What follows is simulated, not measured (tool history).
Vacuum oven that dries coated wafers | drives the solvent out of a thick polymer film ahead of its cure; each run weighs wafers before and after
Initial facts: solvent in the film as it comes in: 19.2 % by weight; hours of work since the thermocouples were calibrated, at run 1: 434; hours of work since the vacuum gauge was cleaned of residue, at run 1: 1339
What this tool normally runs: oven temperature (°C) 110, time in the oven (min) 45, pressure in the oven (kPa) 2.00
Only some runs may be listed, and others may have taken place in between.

run,hour,oven temperature (°C),time in the oven (min),pressure in the oven (kPa),hours of work since the thermocouples were calibrated,hours of work since the vacuum gauge was cleaned of residue,solvent left in the film (%)
1,0.0,110,45,2.00,434,1339,1.86
2,31.4,110,45,2.00,453,1358,1.83
3,82.3,110,45,2.00,485,1390,1.83
4,135.1,110,45,3.62,518,1423,2.14
5,198.0,110,45,3.62,557,1462,2.10
6,250.4,110,45,3.62,589,1494,2.09
7,290.5,110,45,3.62,614,1519,2.10
8,354.1,110,23,4.75,654,1559,5.22
9,383.1,121,75,2.00,672,1577,0.30
10,421.7,121,75,2.00,695,1600,0.32
11,480.0,110,25,2.00,732,1637,4.38

Measured result minus the same run's result without the hidden state. Both carry the same run-to-run variation, though not necessarily the same gauge scatter:
Hidden conditions of the tool in this case: true wafer temperature over the reading, C; true pressure over the reading, kPa; drift of the gauge itself on solvent_pct, %.
run,solvent left in the film (%)
1,-0.09
2,-0.09
3,-0.11
4,-0.12
5,-0.13
6,-0.13
7,-0.14
8,-0.27
9,+0.02
10,+0.02
11,-0.29

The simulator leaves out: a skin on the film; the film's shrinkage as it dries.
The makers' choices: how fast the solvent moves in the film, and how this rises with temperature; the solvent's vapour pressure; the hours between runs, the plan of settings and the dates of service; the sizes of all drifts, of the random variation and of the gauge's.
